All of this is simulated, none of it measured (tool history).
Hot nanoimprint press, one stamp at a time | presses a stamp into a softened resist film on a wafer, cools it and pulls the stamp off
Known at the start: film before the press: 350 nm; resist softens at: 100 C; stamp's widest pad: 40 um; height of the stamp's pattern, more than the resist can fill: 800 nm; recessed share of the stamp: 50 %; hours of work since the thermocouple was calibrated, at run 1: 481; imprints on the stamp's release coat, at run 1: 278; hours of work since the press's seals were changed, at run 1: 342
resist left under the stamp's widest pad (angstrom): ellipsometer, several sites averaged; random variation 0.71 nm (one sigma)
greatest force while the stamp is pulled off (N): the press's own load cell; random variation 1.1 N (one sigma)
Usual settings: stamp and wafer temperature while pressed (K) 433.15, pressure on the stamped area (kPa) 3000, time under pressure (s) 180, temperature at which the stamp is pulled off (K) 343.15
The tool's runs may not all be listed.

run     day  stamp and wafer temperature while pressed (K)  pressure on the stamped area (kPa)  time under pressure (s)  temperature at which the stamp is pulled off (K)  hours of work since the thermocouple was calibrated  imprints on the stamp's release coat  hours of work since the press's seals were changed  resist left under the stamp's widest pad (angstrom)  greatest force while the stamp is pulled off (N)
  1   0.000                                         433.15                                3000                      180                                            343.15                                                  481                                   278                                                 342                                                 1701                                               105
  2   0.471                                         433.15                                3000                      180                                            343.15                                                  486                                   304                                                 347                                                 1706                                               106
  3   1.308                                         433.15                                1830                      180                                            343.15                                                  496                                   350                                                 357                                                 2076                                               105
  4   1.750                                         433.15                                3000                      180                                            343.15                                                  501                                   374                                                 362                                                 1699                                               105
  5   2.275                                         433.15                                3000                      180                                            343.15                                                  507                                   403                                                 368                                                 1700                                               104
  6   2.721                                         433.15                                3000                      180                                            343.15                                                  512                                   428                                                 373                                                 1688                                               105
  7   3.192                                         433.15                                3000                      180                                            343.15                                                  517                                   453                                                 378                                                 1709                                               104
  8   3.662                                         433.15                                3000                      180                                            343.15                                                  523                                   479                                                 383                                                 1717                                               104
  9   4.179                                         433.15                                3000                      180                                            343.15                                                  529                                   508                                                 389                                                 1708                                               105
      4.629  -- plate thermocouple calibrated
 10   5.208                                         433.15                                3000                      180                                            350.15                                                    7                                   557                                                 400                                                 1730                                                94
 11   5.992                                         433.15                                3000                      180                                            339.15                                                   16                                   600                                                 409                                                 1713                                               112
 12   6.521                                         430.15                                3000                      180                                            339.15                                                   22                                   629                                                 415                                                 1901                                               111
 13   7.196                                         433.15                                3000                      180                                            343.15                                                   29                                   666                                                 422                                                 1740                                               101
 14   7.612                                         433.15                                3000                      180                                            343.15                                                   34                                   689                                                 427                                                 1750                                               104
 15   8.375                                         433.15                                3000                      180                                            343.15                                                   43                                   731                                                 436                                                 1748                                               105
 16   8.925                                         442.15                                3010                       98                                            346.15                                                   49                                   761                                                 442                                                 1649                                                99
      9.233  -- gauge calibrated
 17   9.438                                         433.15                                4720                      180                                            337.15                                                   55                                   789                                                 448                                                 1373                                               118
 18  10.396                                         423.15                                2120                      307                                            345.15                                                   66                                   842                                                 459                                                 2240                                               101
 19  11.050                                         424.15                                3000                      187                                            343.15                                                   73                                   878                                                 466                                                 2248                                               103
 20  11.529                                         423.15                                2410                      295                                            337.15                                                   79                                   904                                                 472                                                 2190                                               117
 21  12.192                                         423.15                                2410                      295                                            337.15                                                   86                                   940                                                 480                                                 2193                                               117
 22  12.888                                         432.15                                2230                      180                                            343.15                                                   94                                   978                                                 487                                                 2003                                               104
 23  13.662                                         444.15                                2170                      160                                            346.15                                                  103                                  1021                                                 496                                                 1491                                                99
 24  14.079                                         444.15                                2170                      160                                            342.15                                                  108                                  1044                                                 501                                                 1480                                               108
 25  14.788                                         444.15                                2170                      160                                            342.15                                                  116                                  1083                                                 509                                                 1493                                               107
 26  15.496                                         444.15                                2170                      160                                            342.15                                                  124                                  1122                                                 517                                                 1490                                               108
 27  16.142                                         444.15                                2170                      160                                            342.15                                                  132                                  1157                                                 525                                                 1491                                               108
 28  16.938                                         444.15                                2170                      160                                            342.15                                                  141                                  1201                                                 534                                                 1491                                               107
 29  17.388                                         426.15                                3000                      197                                            332.15                                                  146                                  1226                                                 539                                                 2115                                               124

Some steps in resist left under the stamp's widest pad (angstrom) between neighbouring runs. How much of each would the tool show without its hidden state too (settings, what came in, random variation), and how much is left for the hidden state, with any gauge scatter that isn't in both results?
The hidden state here: true temperature over the reading, C; pressure that arrives at the usual setting, %; grip of the stamp's worn release coat, % over a new coat's; drift of the gauge itself on residual_nm, %; drift of the gauge itself on pull_off_n, %.
Run 16 -> 17: stamp and wafer temperature while pressed (K) 442.15 -> 433.15, pressure on the stamped area (kPa) 3010 -> 4720, time under pressure (s) 98 -> 180, temperature at which the stamp is pulled off (K) 346.15 -> 337.15, gauge calibrated. resist left under the stamp's widest pad (angstrom) -276: hidden state -44, all else -232.
Run 17 -> 18: stamp and wafer temperature while pressed (K) 433.15 -> 423.15, pressure on the stamped area (kPa) 4720 -> 2120, time under pressure (s) 180 -> 307, temperature at which the stamp is pulled off (K) 337.15 -> 345.15. resist left under the stamp's widest pad (angstrom) +867: hidden state +7, all else +860.
Run 28 -> 29: stamp and wafer temperature while pressed (K) 444.15 -> 426.15, pressure on the stamped area (kPa) 2170 -> 3000, time under pressure (s) 160 -> 197, temperature at which the stamp is pulled off (K) 342.15 -> 332.15. resist left under the stamp's widest pad (angstrom) +624: hidden state +17, all else +607.
